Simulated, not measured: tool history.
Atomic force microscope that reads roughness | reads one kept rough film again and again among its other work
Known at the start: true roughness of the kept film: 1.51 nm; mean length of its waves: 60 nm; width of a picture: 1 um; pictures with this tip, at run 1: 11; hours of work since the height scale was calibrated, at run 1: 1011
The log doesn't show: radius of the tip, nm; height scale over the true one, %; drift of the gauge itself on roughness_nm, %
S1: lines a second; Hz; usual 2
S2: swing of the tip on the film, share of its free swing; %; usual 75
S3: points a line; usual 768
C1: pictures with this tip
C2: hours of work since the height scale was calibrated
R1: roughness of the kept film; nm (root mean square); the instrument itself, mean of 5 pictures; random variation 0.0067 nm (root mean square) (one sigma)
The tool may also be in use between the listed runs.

{"run": 1, "hour": 0.0, "S1": 2, "S2": 75, "S3": 768, "C1": 11, "C2": 1011, "R1": 1.337}
{"run": 2, "hour": 28.1, "S1": 2, "S2": 75, "S3": 768, "C1": 41, "C2": 1025, "R1": 1.311}
{"run": 3, "hour": 59.8, "S1": 2, "S2": 83, "S3": 768, "C1": 75, "C2": 1041, "R1": 1.23}
{"hour": 64.6, "done": "new tip fitted"}
{"run": 4, "hour": 97.4, "S1": 2, "S2": 83, "S3": 768, "C1": 35, "C2": 1060, "R1": 1.251}
{"run": 5, "hour": 118.1, "S1": 2, "S2": 83, "S3": 768, "C1": 57, "C2": 1071, "R1": 1.234}
{"hour": 138.7, "done": "new tip fitted"}
{"run": 6, "hour": 141.7, "S1": 2, "S2": 83, "S3": 768, "C1": 4, "C2": 1083, "R1": 1.258}
{"run": 7, "hour": 188.0, "S1": 2, "S2": 83, "S3": 768, "C1": 53, "C2": 1107, "R1": 1.243}
{"hour": 212.9, "done": "new tip fitted"}
{"run": 8, "hour": 215.1, "S1": 1.16, "S2": 82, "S3": 626, "C1": 2, "C2": 1121, "R1": 1.356}
{"run": 9, "hour": 263.9, "S1": 2, "S2": 79, "S3": 840, "C1": 54, "C2": 1146, "R1": 1.284}
{"hour": 285.5, "done": "new tip fitted"}
{"run": 10, "hour": 308.3, "S1": 1.91, "S2": 69, "S3": 538, "C1": 24, "C2": 1168, "R1": 1.365}

The next listed run, before its measurement:
{"run": 11, "hour": 355.7, "S1": 3.17, "S2": 68, "S3": 274, "C1": 75, "C2": 1193, "R1": "?"}

{"run 11": {"R1": 1.289}}
Without the tool's hidden state the same run would have given R1 1.338 nm (root mean square).
